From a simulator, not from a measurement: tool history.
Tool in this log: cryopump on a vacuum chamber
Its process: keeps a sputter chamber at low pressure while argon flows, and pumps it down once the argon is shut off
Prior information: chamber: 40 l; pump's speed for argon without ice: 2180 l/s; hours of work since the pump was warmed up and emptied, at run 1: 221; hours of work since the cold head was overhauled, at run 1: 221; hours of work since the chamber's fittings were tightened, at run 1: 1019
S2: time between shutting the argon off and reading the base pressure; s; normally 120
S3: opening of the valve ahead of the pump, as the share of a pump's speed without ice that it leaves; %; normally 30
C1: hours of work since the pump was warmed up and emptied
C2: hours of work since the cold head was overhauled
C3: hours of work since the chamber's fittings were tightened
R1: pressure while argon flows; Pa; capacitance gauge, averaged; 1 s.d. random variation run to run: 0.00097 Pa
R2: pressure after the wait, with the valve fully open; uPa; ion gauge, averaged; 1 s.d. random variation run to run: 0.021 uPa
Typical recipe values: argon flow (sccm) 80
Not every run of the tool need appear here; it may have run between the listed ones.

{"run": 1, "day": 0.0, "argon flow (sccm)": 80, "S2": 120, "S3": 30, "C1": 221, "C2": 221, "C3": 1019, "R1": 0.2151, "R2": 0.99}
{"run": 2, "day": 0.662, "argon flow (sccm)": 80, "S2": 120, "S3": 30, "C1": 231, "C2": 231, "C3": 1029, "R1": 0.2137, "R2": 0.96}
{"run": 3, "day": 1.321, "argon flow (sccm)": 80, "S2": 120, "S3": 30, "C1": 240, "C2": 240, "C3": 1038, "R1": 0.2161, "R2": 0.99}
{"run": 4, "day": 2.075, "argon flow (sccm)": 43, "S2": 120, "S3": 30, "C1": 251, "C2": 251, "C3": 1049, "R1": 0.1151, "R2": 0.96}
{"run": 5, "day": 2.671, "argon flow (sccm)": 43, "S2": 120, "S3": 30, "C1": 260, "C2": 260, "C3": 1058, "R1": 0.116, "R2": 0.96}
{"run": 6, "day": 3.35, "argon flow (sccm)": 43, "S2": 120, "S3": 30, "C1": 270, "C2": 270, "C3": 1068, "R1": 0.1159, "R2": 0.98}
{"run": 7, "day": 4.062, "argon flow (sccm)": 43, "S2": 120, "S3": 30, "C1": 280, "C2": 280, "C3": 1078, "R1": 0.1156, "R2": 1.01}
{"run": 8, "day": 4.662, "argon flow (sccm)": 43, "S2": 120, "S3": 30, "C1": 289, "C2": 289, "C3": 1087, "R1": 0.1156, "R2": 1.02}
{"run": 9, "day": 5.15, "argon flow (sccm)": 43, "S2": 120, "S3": 30, "C1": 296, "C2": 296, "C3": 1094, "R1": 0.1183, "R2": 1.02}
{"run": 10, "day": 5.5, "argon flow (sccm)": 43, "S2": 120, "S3": 30, "C1": 301, "C2": 301, "C3": 1099, "R1": 0.1163, "R2": 1.03}
{"run": 11, "day": 5.942, "argon flow (sccm)": 43, "S2": 120, "S3": 30, "C1": 308, "C2": 308, "C3": 1106, "R1": 0.1165, "R2": 1.07}
{"run": 12, "day": 6.675, "argon flow (sccm)": 92, "S2": 120, "S3": 30, "C1": 318, "C2": 318, "C3": 1117, "R1": 0.2487, "R2": 1.05}
{"run": 13, "day": 7.254, "argon flow (sccm)": 41, "S2": 120, "S3": 30, "C1": 327, "C2": 327, "C3": 1125, "R1": 0.1101, "R2": 1.08}
{"run": 14, "day": 7.767, "argon flow (sccm)": 51, "S2": 120, "S3": 30, "C1": 334, "C2": 334, "C3": 1132, "R1": 0.1399, "R2": 1.09}
{"run": 15, "day": 8.571, "argon flow (sccm)": 80, "S2": 120, "S3": 30, "C1": 346, "C2": 346, "C3": 1144, "R1": 0.2188, "R2": 1.06}
{"run": 16, "day": 9.058, "argon flow (sccm)": 80, "S2": 120, "S3": 30, "C1": 353, "C2": 353, "C3": 1151, "R1": 0.2199, "R2": 1.12}
{"run": 17, "day": 9.533, "argon flow (sccm)": 81, "S2": 120, "S3": 30, "C1": 360, "C2": 360, "C3": 1158, "R1": 0.2224, "R2": 1.1}
{"run": 18, "day": 9.921, "argon flow (sccm)": 81, "S2": 120, "S3": 30, "C1": 366, "C2": 366, "C3": 1164, "R1": 0.2224, "R2": 1.07}
{"run": 19, "day": 10.592, "argon flow (sccm)": 48, "S2": 24, "S3": 33, "C1": 375, "C2": 375, "C3": 1174, "R1": 0.1211, "R2": 2.05}
{"run": 20, "day": 10.954, "argon flow (sccm)": 48, "S2": 24, "S3": 33, "C1": 381, "C2": 381, "C3": 1179, "R1": 0.1199, "R2": 2.02}
{"run": 21, "day": 11.771, "argon flow (sccm)": 99, "S2": 24, "S3": 33, "C1": 393, "C2": 393, "C3": 1191, "R1": 0.2501, "R2": 2.02}
{"run": 22, "day": 12.25, "argon flow (sccm)": 69, "S2": 24, "S3": 33, "C1": 400, "C2": 400, "C3": 1198, "R1": 0.1728, "R2": 2.08}
{"run": 23, "day": 12.896, "argon flow (sccm)": 69, "S2": 24, "S3": 33, "C1": 409, "C2": 409, "C3": 1207, "R1": 0.1732, "R2": 2.09}
{"run": 24, "day": 13.704, "argon flow (sccm)": 69, "S2": 24, "S3": 33, "C1": 421, "C2": 421, "C3": 1219, "R1": 0.175, "R2": 2.17}
{"run": 25, "day": 14.367, "argon flow (sccm)": 69, "S2": 24, "S3": 33, "C1": 431, "C2": 431, "C3": 1229, "R1": 0.1752, "R2": 2.05}
{"run": 26, "day": 15.004, "argon flow (sccm)": 77, "S2": 65, "S3": 32, "C1": 440, "C2": 440, "C3": 1238, "R1": 0.2019, "R2": 1.4}
{"run": 27, "day": 15.675, "argon flow (sccm)": 77, "S2": 65, "S3": 32, "C1": 450, "C2": 450, "C3": 1248, "R1": 0.2034, "R2": 1.35}
{"run": 28, "day": 16.404, "argon flow (sccm)": 69, "S2": 88, "S3": 30, "C1": 460, "C2": 460, "C3": 1258, "R1": 0.1915, "R2": 1.29}
{"run": 29, "day": 17.05, "argon flow (sccm)": 69, "S2": 88, "S3": 30, "C1": 470, "C2": 470, "C3": 1268, "R1": 0.1936, "R2": 1.29}
{"run": 30, "day": 17.6, "argon flow (sccm)": 65, "S2": 30, "S3": 30, "C1": 478, "C2": 478, "C3": 1276, "R1": 0.1815, "R2": 1.9}
{"run": 31, "day": 18.079, "argon flow (sccm)": 65, "S2": 38, "S3": 30, "C1": 485, "C2": 485, "C3": 1283, "R1": 0.1814, "R2": 1.75}
{"run": 32, "day": 18.758, "argon flow (sccm)": 102, "S2": 226, "S3": 30, "C1": 495, "C2": 495, "C3": 1293, "R1": 0.2877, "R2": 1.1}
{"run": 33, "day": 19.221, "argon flow (sccm)": 80, "S2": 81, "S3": 25, "C1": 501, "C2": 501, "C3": 1299, "R1": 0.2659, "R2": 1.37}
{"run": 34, "day": 19.892, "argon flow (sccm)": 80, "S2": 81, "S3": 25, "C1": 511, "C2": 511, "C3": 1309, "R1": 0.2657, "R2": 1.4}

Pick out some run-to-run changes in R1. Of each, how much would a tool without hidden state show as well, from the settings, what came in and chance, and how much is left for the hidden state and any gauge scatter not in both results compared?
Hidden conditions of the tool in this case: pump's speed, % of a pump's without ice; cold plate's temperature, K; leak into the chamber, uPa l/s; drift of the gauge itself on working_pa, %; drift of the gauge itself on base_upa, %.
Run 11 -> 12: argon flow (sccm) 43 -> 92. R1 +0.1322 Pa: hidden state +0.0068, all else +0.1254.
Run 12 -> 13: argon flow (sccm) 92 -> 41. R1 -0.1386 Pa: hidden state -0.0068, all else -0.1318.
Run 20 -> 21: argon flow (sccm) 48 -> 99. R1 +0.1302 Pa: hidden state +0.0093, all else +0.1209.
Run 31 -> 32: argon flow (sccm) 65 -> 102, S2 38 -> 226. R1 +0.1063 Pa: hidden state +0.0091, all else +0.0972.
